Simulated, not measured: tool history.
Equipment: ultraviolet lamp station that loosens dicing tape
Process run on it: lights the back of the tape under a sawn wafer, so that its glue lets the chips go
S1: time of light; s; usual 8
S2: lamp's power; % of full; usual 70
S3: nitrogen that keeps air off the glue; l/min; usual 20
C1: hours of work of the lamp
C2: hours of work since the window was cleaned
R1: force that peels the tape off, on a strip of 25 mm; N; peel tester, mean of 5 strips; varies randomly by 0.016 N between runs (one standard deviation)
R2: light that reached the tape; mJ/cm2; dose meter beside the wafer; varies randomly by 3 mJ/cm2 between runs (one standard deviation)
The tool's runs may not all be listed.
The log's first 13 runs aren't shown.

run 14 hour=217.3 | S1=13 S2=70 S3=20 | C1=773 C2=15 | R1=0.655 R2=506
run 15 hour=227.9 | S1=13 S2=70 S3=20 | C1=780 C2=22 | R1=0.643 R2=508
run 16 hour=247.9 | S1=13 S2=70 S3=20 | C1=794 C2=36 | R1=0.630 R2=502
run 17 hour=258.8 | S1=8 S2=70 S3=20 | C1=802 C2=44 | R1=1.298 R2=304
-- hour=271.3 window cleaned of glue's vapour, once more
run 18 hour=278.0 | S1=8 S2=70 S3=20 | C1=814 C2=5 | R1=1.028 R2=364
run 19 hour=294.5 | S1=8 S2=87 S3=20 | C1=826 C2=16 | R1=0.789 R2=449
run 20 hour=311.1 | S1=8 S2=87 S3=20 | C1=837 C2=27 | R1=0.797 R2=441
run 21 hour=329.5 | S1=8 S2=61 S3=20 | C1=850 C2=40 | R1=1.289 R2=308
run 22 hour=342.5 | S1=8 S2=85 S3=20 | C1=859 C2=49 | R1=0.805 R2=423
run 23 hour=358.7 | S1=8 S2=75 S3=32 | C1=870 C2=60 | R1=0.798 R2=378
run 24 hour=371.1 | S1=15 S2=70 S3=12 | C1=878 C2=68 | R1=0.581 R2=654
run 25 hour=381.8 | S1=5 S2=90 S3=12 | C1=886 C2=76 | R1=1.741 R2=279
run 26 hour=404.0 | S1=6 S2=70 S3=20 | C1=901 C2=91 | R1=1.555 R2=257
run 27 hour=422.1 | S1=8 S2=72 S3=13 | C1=913 C2=103 | R1=1.345 R2=352
run 28 hour=436.1 | S1=8 S2=72 S3=13 | C1=923 C2=113 | R1=1.357 R2=347
run 29 hour=452.2 | S1=5 S2=73 S3=15 | C1=934 C2=124 | R1=2.000 R2=221
run 30 hour=468.4 | S1=11 S2=70 S3=13 | C1=945 C2=135 | R1=0.963 R2=451
run 31 hour=491.1 | S1=8 S2=69 S3=13 | C1=960 C2=151 | R1=1.498 R2=324
run 32 hour=501.7 | S1=4 S2=82 S3=30 | C1=968 C2=158 | R1=1.773 R2=188

Expected results for the next run?
run 33 hour=524.0 | S1=4 S2=91 S3=18 | C1=983 C2=173 | R1=? R2=?

{"run 33": {"R1": 1.947, "R2": 206}}
Had the tool carried no hidden state, the very same run would have given R1 1.407 N, R2 291 mJ/cm2.
